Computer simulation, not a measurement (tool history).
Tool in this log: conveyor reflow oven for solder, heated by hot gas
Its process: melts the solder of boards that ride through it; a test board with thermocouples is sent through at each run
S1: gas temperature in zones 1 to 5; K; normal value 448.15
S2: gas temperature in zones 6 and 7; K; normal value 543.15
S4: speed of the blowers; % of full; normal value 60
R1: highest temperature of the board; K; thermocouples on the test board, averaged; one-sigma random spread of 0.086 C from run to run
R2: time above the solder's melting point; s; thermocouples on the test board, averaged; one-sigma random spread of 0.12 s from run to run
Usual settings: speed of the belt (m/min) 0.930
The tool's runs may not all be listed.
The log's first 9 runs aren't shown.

{"hour": 529.7, "done": "flux residue cleaned out of gas plates and filters"}
{"run": 10, "hour": 599.0, "S1": 448.15, "S2": 543.15, "speed of the belt (m/min)": 0.93, "S4": 60, "R1": 523.38, "R2": 36.6}
{"hour": 624.1, "done": "thermocouples of zones 6 and 7 changed"}
{"run": 11, "hour": 647.5, "S1": 448.15, "S2": 543.15, "speed of the belt (m/min)": 0.93, "S4": 60, "R1": 522.08, "R2": 36.2}
{"run": 12, "hour": 737.4, "S1": 448.15, "S2": 543.15, "speed of the belt (m/min)": 0.93, "S4": 60, "R1": 521.89, "R2": 36.0}
{"run": 13, "hour": 786.4, "S1": 448.15, "S2": 543.15, "speed of the belt (m/min)": 0.762, "S4": 60, "R1": 528.55, "R2": 49.5}
{"run": 14, "hour": 847.4, "S1": 448.15, "S2": 543.15, "speed of the belt (m/min)": 0.762, "S4": 60, "R1": 528.61, "R2": 49.2}
{"run": 15, "hour": 909.8, "S1": 448.15, "S2": 543.15, "speed of the belt (m/min)": 0.93, "S4": 51, "R1": 517.88, "R2": 32.8}
{"run": 16, "hour": 997.6, "S1": 448.15, "S2": 543.15, "speed of the belt (m/min)": 0.93, "S4": 51, "R1": 517.71, "R2": 32.7}
{"run": 17, "hour": 1081.4, "S1": 448.15, "S2": 543.15, "speed of the belt (m/min)": 0.93, "S4": 51, "R1": 517.55, "R2": 32.6}
{"run": 18, "hour": 1138.0, "S1": 448.15, "S2": 543.15, "speed of the belt (m/min)": 0.93, "S4": 88, "R1": 529.05, "R2": 40.8}
{"hour": 1179.2, "done": "flux residue cleaned out of gas plates and filters"}
{"run": 19, "hour": 1190.8, "S1": 434.15, "S2": 539.15, "speed of the belt (m/min)": 0.93, "S4": 88, "R1": 525.49, "R2": 36.5}
{"run": 20, "hour": 1291.3, "S1": 448.15, "S2": 537.15, "speed of the belt (m/min)": 0.93, "S4": 60, "R1": 518.1, "R2": 34.1}
{"run": 21, "hour": 1346.6, "S1": 448.15, "S2": 552.15, "speed of the belt (m/min)": 0.93, "S4": 56, "R1": 528.66, "R2": 39.5}
{"run": 22, "hour": 1399.1, "S1": 448.15, "S2": 550.15, "speed of the belt (m/min)": 0.93, "S4": 56, "R1": 526.68, "R2": 38.8}
{"run": 23, "hour": 1453.7, "S1": 448.15, "S2": 550.15, "speed of the belt (m/min)": 0.877, "S4": 80, "R1": 536.69, "R2": 46.4}
{"run": 24, "hour": 1522.2, "S1": 448.15, "S2": 543.15, "speed of the belt (m/min)": 0.88, "S4": 60, "R1": 524.53, "R2": 39.9}
{"run": 25, "hour": 1585.8, "S1": 448.15, "S2": 543.15, "speed of the belt (m/min)": 0.88, "S4": 60, "R1": 524.45, "R2": 39.9}
{"run": 26, "hour": 1686.3, "S1": 440.15, "S2": 532.15, "speed of the belt (m/min)": 0.84, "S4": 72, "R1": 518.41, "R2": 37.6}
{"run": 27, "hour": 1779.1, "S1": 440.15, "S2": 532.15, "speed of the belt (m/min)": 0.84, "S4": 72, "R1": 518.21, "R2": 37.7}
{"hour": 1819.9, "done": "flux residue cleaned out of gas plates and filters"}
{"run": 28, "hour": 1857.7, "S1": 448.15, "S2": 541.15, "speed of the belt (m/min)": 0.93, "S4": 63, "R1": 522.92, "R2": 37.3}
{"run": 29, "hour": 1910.0, "S1": 451.15, "S2": 543.15, "speed of the belt (m/min)": 0.93, "S4": 74, "R1": 528.49, "R2": 41.5}
{"run": 30, "hour": 1957.1, "S1": 451.15, "S2": 547.15, "speed of the belt (m/min)": 0.93, "S4": 55, "R1": 525.36, "R2": 38.8}
{"run": 31, "hour": 2007.2, "S1": 458.15, "S2": 547.15, "speed of the belt (m/min)": 0.762, "S4": 55, "R1": 533.46, "R2": 55.3}

Branching from run 31: 3 alternative next runs. What would each branch give?
{"run": "A", "hour": 2067.8, "S1": 448.15, "S2": 543.15, "speed of the belt (m/min)": 0.763, "S4": 60, "R1": "?", "R2": "?"}
{"run": "B", "hour": 2067.8, "S1": 442.15, "S2": 543.15, "speed of the belt (m/min)": 1.058, "S4": 55, "R1": "?", "R2": "?"}
{"run": "C", "hour": 2067.8, "S1": 448.15, "S2": 534.15, "speed of the belt (m/min)": 0.93, "S4": 59, "R1": "?", "R2": "?"}

run=A R1=529.56 R2=50.3
run=B R1=513.93 R2=24.9
run=C R1=515.44 R2=32.4
Without the tool's unlogged condition, the same runs would have read:
run=A R1=529.00 R2=49.6
run=B R1=513.58 R2=24.5
run=C R1=514.99 R2=31.9
